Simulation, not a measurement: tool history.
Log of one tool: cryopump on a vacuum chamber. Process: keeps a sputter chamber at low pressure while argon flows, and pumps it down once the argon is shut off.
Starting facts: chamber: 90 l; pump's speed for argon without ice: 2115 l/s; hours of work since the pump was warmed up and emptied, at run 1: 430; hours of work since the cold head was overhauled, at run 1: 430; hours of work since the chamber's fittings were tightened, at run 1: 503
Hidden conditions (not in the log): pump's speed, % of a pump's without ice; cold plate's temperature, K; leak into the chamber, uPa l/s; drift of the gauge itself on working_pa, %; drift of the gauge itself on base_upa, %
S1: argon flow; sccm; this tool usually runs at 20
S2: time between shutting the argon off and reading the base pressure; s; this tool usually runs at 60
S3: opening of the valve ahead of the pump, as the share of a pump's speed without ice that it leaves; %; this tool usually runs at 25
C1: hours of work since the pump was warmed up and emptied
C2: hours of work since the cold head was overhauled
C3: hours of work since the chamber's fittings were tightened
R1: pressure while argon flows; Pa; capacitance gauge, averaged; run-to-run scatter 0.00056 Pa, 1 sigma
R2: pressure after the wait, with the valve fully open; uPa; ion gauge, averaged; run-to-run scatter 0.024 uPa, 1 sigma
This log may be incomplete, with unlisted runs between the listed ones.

Run 1, hour 0.0: usual settings; C1 430; C2 430; C3 503. Result: R1 0.0687 Pa, R2 1.25 uPa.
Run 2, hour 13.8: usual settings but S3 51 %; C1 440; C2 440; C3 512. Result: R1 0.0354 Pa, R2 1.31 uPa.
Run 3, hour 21.6: usual settings but S3 51 %; C1 445; C2 445; C3 518. Result: R1 0.0359 Pa, R2 1.33 uPa.
Run 4, hour 35.5: usual settings but S3 51 %; C1 455; C2 455; C3 527. Result: R1 0.0369 Pa, R2 1.35 uPa.
Run 5, hour 50.0: usual settings but S1 11 sccm; C1 464; C2 464; C3 537. Result: R1 0.0379 Pa, R2 1.34 uPa.
Run 6, hour 65.3: usual settings but S2 177 s; C1 475; C2 475; C3 547. Result: R1 0.0699 Pa, R2 0.78 uPa.
Run 7, hour 79.8: usual settings but S1 31 sccm; C1 485; C2 485; C3 557. Result: R1 0.1072 Pa, R2 1.32 uPa.
Run 8, hour 88.0: usual settings; C1 491; C2 491; C3 563. Result: R1 0.0692 Pa, R2 1.33 uPa.
Run 9, hour 95.1: usual settings; C1 495; C2 495; C3 568. Result: R1 0.0693 Pa, R2 1.37 uPa.
At hour 109.1: pump warmed up, emptied and cooled again.
Run 10, hour 113.6: usual settings but S2 56 s; C1 3; C2 505; C3 577. Result: R1 0.0638 Pa, R2 1.28 uPa.
Run 11, hour 123.2: usual settings but S2 56 s; C1 10; C2 511; C3 584. Result: R1 0.0643 Pa, R2 1.27 uPa.
Run 12, hour 133.3: usual settings but S2 236 s; C1 17; C2 518; C3 591. Result: R1 0.0640 Pa, R2 0.67 uPa.
Run 13, hour 143.6: usual settings but S1 15 sccm; C1 24; C2 525; C3 598. Result: R1 0.0481 Pa, R2 1.26 uPa.
Run 14, hour 157.5: usual settings but S1 15 sccm; C1 33; C2 535; C3 607. Result: R1 0.0489 Pa, R2 1.21 uPa.
Run 15, hour 164.5: usual settings but S1 15 sccm; C1 38; C2 539; C3 612. Result: R1 0.0487 Pa, R2 1.25 uPa.
Run 16, hour 179.8: usual settings but S1 15 sccm, S3 26 %; C1 48; C2 550; C3 623. Result: R1 0.0464 Pa, R2 1.23 uPa.
Run 17, hour 193.8: usual settings but S1 15 sccm, S3 26 %; C1 58; C2 560; C3 632. Result: R1 0.0472 Pa, R2 1.27 uPa.
Run 18, hour 202.1: usual settings but S3 21 %; C1 64; C2 565; C3 638. Result: R1 0.0770 Pa, R2 1.29 uPa.
Run 19, hour 208.7: usual settings but S1 38 sccm, S2 36 s; C1 68; C2 570; C3 642. Result: R1 0.1238 Pa, R2 1.79 uPa.
Run 20, hour 216.2: usual settings but S1 38 sccm, S2 84 s, S3 19 %; C1 73; C2 575; C3 647. Result: R1 0.1624 Pa, R2 1.03 uPa.
Run 21, hour 225.2: usual settings but S1 16 sccm, S2 84 s, S3 19 %; C1 80; C2 581; C3 654. Result: R1 0.0681 Pa, R2 1.09 uPa.
Run 22, hour 234.5: usual settings but S1 28 sccm, S2 84 s, S3 35 %; C1 86; C2 587; C3 660. Result: R1 0.0664 Pa, R2 1.05 uPa.
Run 23, hour 244.4: usual settings but S1 28 sccm, S2 84 s, S3 35 %; C1 93; C2 594; C3 667. Result: R1 0.0650 Pa, R2 1.06 uPa.
Run 24, hour 251.9: usual settings but S1 28 sccm, S2 24 s, S3 33 %; C1 98; C2 599; C3 672. Result: R1 0.0688 Pa, R2 2.47 uPa.
Run 25, hour 262.5: usual settings but S1 28 sccm, S2 24 s, S3 33 %; C1 105; C2 607; C3 679. Result: R1 0.0699 Pa, R2 2.47 uPa.
Run 26, hour 275.5: usual settings but S1 23 sccm, S2 124 s, S3 38 %; C1 114; C2 616; C3 688. Result: R1 0.0504 Pa, R2 0.90 uPa.
Run 27, hour 283.8: usual settings but S1 23 sccm, S2 186 s, S3 38 %; C1 120; C2 621; C3 694. Result: R1 0.0506 Pa, R2 0.80 uPa.
Run 28, hour 291.4: usual settings but S1 23 sccm, S2 186 s, S3 38 %; C1 125; C2 626; C3 699. Result: R1 0.0501 Pa, R2 0.84 uPa.
Run 29, hour 305.1: usual settings but S1 21 sccm, S2 52 s, S3 27 %; C1 134; C2 636; C3 708. Result: R1 0.0638 Pa, R2 1.42 uPa.
Run 30, hour 320.7: usual settings but S1 38 sccm; C1 145; C2 646; C3 719. Result: R1 0.1242 Pa, R2 1.34 uPa.
Run 31, hour 327.9: usual settings but S1 11 sccm, S2 29 s; C1 150; C2 651; C3 724. Result: R1 0.0372 Pa, R2 2.17 uPa.
Run 32, hour 343.5: usual settings but S1 11 sccm, S2 29 s, S3 31 %; C1 161; C2 662; C3 735. Result: R1 0.0302 Pa, R2 2.24 uPa.
Run 33, hour 358.5: usual settings but S1 30 sccm, S2 158 s; C1 171; C2 672; C3 745. Result: R1 0.0990 Pa, R2 0.90 uPa.
Run 34, hour 365.0: usual settings but S1 30 sccm, S2 158 s; C1 175; C2 677; C3 749. Result: R1 0.0990 Pa, R2 0.93 uPa.
Run 35, hour 377.0: usual settings but S2 158 s, S3 30 %; C1 184; C2 685; C3 758. Result: R1 0.0553 Pa, R2 0.86 uPa.

Forecast each of these 3 alternatives for the next run:
Run A, hour 388.2: usual settings but S3 16 %; C1 191; C2 693; C3 765. Result: R1 ?, R2 ?.
Run B, hour 388.2: usual settings but S2 72 s; C1 191; C2 693; C3 765. Result: R1 ?, R2 ?.
Run C, hour 388.2: usual settings but S1 11 sccm, S2 163 s, S3 30 %; C1 191; C2 693; C3 765. Result: R1 ?, R2 ?.

run      R1    R2
  A  0.1025  1.34
  B  0.0658  1.25
  C  0.0309  0.84
Take away the tool's hidden state, keep each run's random variation, and the runs would have read:
run      R1    R2
  A  0.1004  0.90
  B  0.0637  0.80
  C  0.0297  0.39

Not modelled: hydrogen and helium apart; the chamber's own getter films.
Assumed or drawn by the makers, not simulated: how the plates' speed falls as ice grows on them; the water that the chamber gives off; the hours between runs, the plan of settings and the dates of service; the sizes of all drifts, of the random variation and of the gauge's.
